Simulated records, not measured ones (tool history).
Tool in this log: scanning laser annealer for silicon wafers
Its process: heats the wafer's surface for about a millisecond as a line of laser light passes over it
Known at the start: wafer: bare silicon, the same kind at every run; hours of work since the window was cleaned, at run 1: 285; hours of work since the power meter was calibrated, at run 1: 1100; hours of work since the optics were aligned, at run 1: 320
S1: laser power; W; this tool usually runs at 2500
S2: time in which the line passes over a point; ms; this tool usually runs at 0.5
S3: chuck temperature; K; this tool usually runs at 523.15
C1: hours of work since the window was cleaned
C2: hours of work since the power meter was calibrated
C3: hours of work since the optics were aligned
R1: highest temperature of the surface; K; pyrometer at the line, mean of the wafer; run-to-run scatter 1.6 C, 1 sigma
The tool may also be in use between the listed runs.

run    hour    S1     S2      S3   C1    C2    C3       R1
  1       0  2500    0.5  523.15  285  1100   320  1298.15
  2    31.4  2500    0.5  523.15  305  1120   340  1294.15
  3    82.6  2500    0.5  523.15  338  1153   373  1295.15
  4   127.9  2500    0.5  523.15  367  1183   402  1296.15
  5   184.5  2500  0.391  523.15  404  1219   439  1214.15
  6   233.7  2500  0.391  523.15  436  1251   471  1213.15
  7   278.2  2458  0.391  523.15  464  1280   499  1200.15
  8   319.3  2704    0.5  523.15  491  1306   526  1362.15
  9   364.7  2265    0.5  523.15  520  1335   555  1209.15
 10   413.9  2500  0.374  523.15  552  1367   587  1199.15
 11   456.4  2678  0.374  523.15  580  1395   614  1250.15
 12   492.2  2678  0.374  523.15  603  1418   638  1250.15
      496.8  -- window over the wafer cleaned
 13   542.1  2421  0.374  523.15   29  1449   669  1181.15
 14   572.1  2421  0.374  523.15   49  1468   688  1182.15
 15   629.2  2500    0.5  523.15   85  1505   725  1304.15
 16   668.8  2500    0.5  523.15  111  1530   750  1303.15
 17   733.2  2235    0.5  523.15  153  1572   792  1206.15
 18   792.3  2235    0.5  523.15  191  1610   830  1207.15
 19   836.1  2235    0.5  523.15  219  1638   858  1206.15
 20   894.7  2332    0.5  523.15  257  1676   896  1239.15
 21   932.2  2737   0.41  523.15  281  1700   920  1310.15
 22   959.8  2263   0.41  562.15  299  1718   938  1191.15
 23   996.8  2439  0.497  523.15  323  1742   962  1274.15
 24  1024.2  2703  0.412  523.15  340  1760   980  1298.15
 25  1086.8  2500  0.393  523.15  381  1800  1020  1219.15
 26    1117  2500  0.584  561.15  400  1820  1040  1390.15
 27  1166.7  2500  0.584  520.15  432  1852  1072  1343.15
 28  1220.6  2224    0.6  496.15  467  1887  1107  1223.15
 29  1262.9  2616  0.446  552.15  495  1914  1134  1318.15
 30  1297.4  2171  0.568  554.15  517  1936  1156  1246.15
 31    1327  2171  0.568  554.15  536  1955  1175  1246.15
 32  1388.3  2372    0.5  497.15  575  1995  1215  1219.15
 33  1414.7  2372    0.5  497.15  593  2012  1232  1215.15
     1434.2  -- window over the wafer cleaned
 34  1460.1  2746  0.368  494.15   17  2040  1260  1244.15
 35  1508.5  2451  0.368  500.15   48  2071  1291  1157.15
 36    1545  2666  0.424  531.15   72  2095  1315  1305.15
 37  1608.2  2333  0.441  553.15  112  2136  1355  1230.15
 38  1661.4  2333  0.441  553.15  147  2170  1390  1225.15
 39  1712.5  2333  0.441  553.15  180  2203  1423  1225.15
 40  1763.9  2691  0.617  527.15  213  2236  1456  1446.15

Consider 4 possible next runs. They are alternatives, not a sequence: every one starts from the tool as it was left by run 40. What does each give?
  A  1818.1  2558   0.36  555.15  248  2271  1491   ?
  B  1818.1  2553    0.5  499.15  248  2271  1491   ?
  C  1818.1  2591  0.372  527.15  248  2271  1491   ?
  D  1818.1  2353    0.5  523.15  248  2271  1491   ?

run       R1
  A  1233.15
  B  1286.15
  C  1226.15
  D  1239.15
With no hidden state in the tool, these same runs would have given:
run       R1
  A  1254.15
  B  1310.15
  C  1248.15
  D  1261.15
